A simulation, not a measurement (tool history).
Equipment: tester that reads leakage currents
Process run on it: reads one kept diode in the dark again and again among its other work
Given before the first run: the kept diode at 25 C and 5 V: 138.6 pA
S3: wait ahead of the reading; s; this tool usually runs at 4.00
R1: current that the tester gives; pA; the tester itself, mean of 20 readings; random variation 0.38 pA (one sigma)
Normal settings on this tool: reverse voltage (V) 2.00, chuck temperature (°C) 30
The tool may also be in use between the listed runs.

Run 1, day 0.000: usual settings. Result: R1 126.04 pA.
Run 2, day 7.571: usual settings. Result: R1 126.17 pA.
At day 9.046: chuck's temperature calibrated.
Run 3, day 11.500: usual settings. Result: R1 126.52 pA.
Run 4, day 17.929: usual settings. Result: R1 125.50 pA.
Run 5, day 26.333: usual settings but S3 3.33 s. Result: R1 126.26 pA.
Run 6, day 33.921: usual settings. Result: R1 125.99 pA.
Run 7, day 37.908: usual settings. Result: R1 126.23 pA.
Run 8, day 46.525: usual settings. Result: R1 126.29 pA.
At day 50.996: chuck's temperature calibrated.
Run 9, day 52.088: usual settings. Result: R1 125.94 pA.
At day 55.633: probe card cleaned and baked.
Run 10, day 55.917: usual settings but reverse voltage (V) 2.49. Result: R1 143.98 pA.
Run 11, day 64.154: usual settings but reverse voltage (V) 2.49. Result: R1 142.44 pA.
Run 12, day 68.254: usual settings but reverse voltage (V) 2.49. Result: R1 143.15 pA.
Run 13, day 76.742: usual settings but reverse voltage (V) 2.49. Result: R1 142.66 pA.
Run 14, day 85.138: usual settings but reverse voltage (V) 2.49. Result: R1 142.61 pA.
Run 15, day 91.321: usual settings but reverse voltage (V) 5.69. Result: R1 231.38 pA.
At day 93.150: chuck's temperature calibrated.
Run 16, day 96.133: usual settings but reverse voltage (V) 5.69. Result: R1 229.98 pA.
Run 17, day 102.254: usual settings but reverse voltage (V) 5.69. Result: R1 230.76 pA.
Run 18, day 110.629: usual settings but reverse voltage (V) 5.69. Result: R1 229.84 pA.
Run 19, day 119.146: usual settings but reverse voltage (V) 5.69. Result: R1 231.02 pA.
Run 20, day 124.792: usual settings but reverse voltage (V) 14.75. Result: R1 400.08 pA.
At day 129.117: tester calibrated.
Run 21, day 132.625: usual settings but reverse voltage (V) 3.56, S3 1.84 s. Result: R1 175.44 pA.
At day 135.604: chuck's temperature calibrated.
Run 22, day 138.317: usual settings but reverse voltage (V) 5.54, chuck temperature (°C) 40, S3 0.30 s. Result: R1 515.63 pA.
Run 23, day 144.262: usual settings but reverse voltage (V) 5.54, chuck temperature (°C) 40, S3 0.30 s. Result: R1 518.04 pA.
Run 24, day 150.921: usual settings but reverse voltage (V) 5.54, chuck temperature (°C) 40, S3 0.30 s. Result: R1 521.00 pA.
Run 25, day 158.850: usual settings but reverse voltage (V) 5.54, chuck temperature (°C) 40, S3 0.30 s. Result: R1 520.85 pA.
Run 26, day 163.783: usual settings but reverse voltage (V) 4.75, chuck temperature (°C) 37, S3 1.66 s. Result: R1 371.70 pA.
Run 27, day 170.862: usual settings but chuck temperature (°C) 42, S3 1.00 s. Result: R1 334.17 pA.
Run 28, day 176.129: usual settings but chuck temperature (°C) 42, S3 1.00 s. Result: R1 334.41 pA.
At day 177.492: chuck's temperature calibrated.
Run 29, day 179.892: usual settings but reverse voltage (V) 1.83, chuck temperature (°C) 28, S3 4.20 s. Result: R1 100.72 pA.
Run 30, day 187.625: usual settings but reverse voltage (V) 1.14, chuck temperature (°C) 37. Result: R1 161.66 pA.
Run 31, day 192.800: usual settings but chuck temperature (°C) 29, S3 1.37 s. Result: R1 116.89 pA.
Run 32, day 197.858: usual settings but chuck temperature (°C) 51, S3 1.37 s. Result: R1 662.35 pA.
Run 33, day 203.046: usual settings but chuck temperature (°C) 51, S3 1.37 s. Result: R1 656.03 pA.
Run 34, day 209.158: usual settings but chuck temperature (°C) 51, S3 1.37 s. Result: R1 659.52 pA.
Run 35, day 217.446: usual settings but chuck temperature (°C) 51, S3 1.37 s. Result: R1 660.43 pA.
At day 219.938: chuck's temperature calibrated.
Run 36, day 225.871: usual settings but chuck temperature (°C) 51, S3 1.37 s. Result: R1 658.68 pA.
Run 37, day 231.579: usual settings but reverse voltage (V) 3.54, chuck temperature (°C) 41, S3 6.72 s. Result: R1 428.91 pA.
At day 237.921: probe card cleaned and baked.
Run 38, day 240.475: usual settings but reverse voltage (V) 3.84, chuck temperature (°C) 29, S3 1.91 s. Result: R1 169.22 pA.

4 options for the next run, each taken on its own from the tool as it stands now. Forecast them:
Run A, day 247.433: usual settings but reverse voltage (V) 9.72, chuck temperature (°C) 47, S3 9.39 s. Result: R1 ?.
Run B, day 247.433: usual settings but reverse voltage (V) 7.20, chuck temperature (°C) 25, S3 1.91 s. Result: R1 ?.
Run C, day 247.433: usual settings but S3 0.79 s. Result: R1 ?.
Run D, day 247.433: usual settings but reverse voltage (V) 8.72, chuck temperature (°C) 33, S3 1.91 s. Result: R1 ?.

run       R1
  A  1218.73
  B   172.31
  C   127.02
  D   380.97
Take away the tool's hidden state, keep each run's random variation, and the runs would have read:
run       R1
  A  1217.82
  B   172.16
  C   126.92
  D   380.65

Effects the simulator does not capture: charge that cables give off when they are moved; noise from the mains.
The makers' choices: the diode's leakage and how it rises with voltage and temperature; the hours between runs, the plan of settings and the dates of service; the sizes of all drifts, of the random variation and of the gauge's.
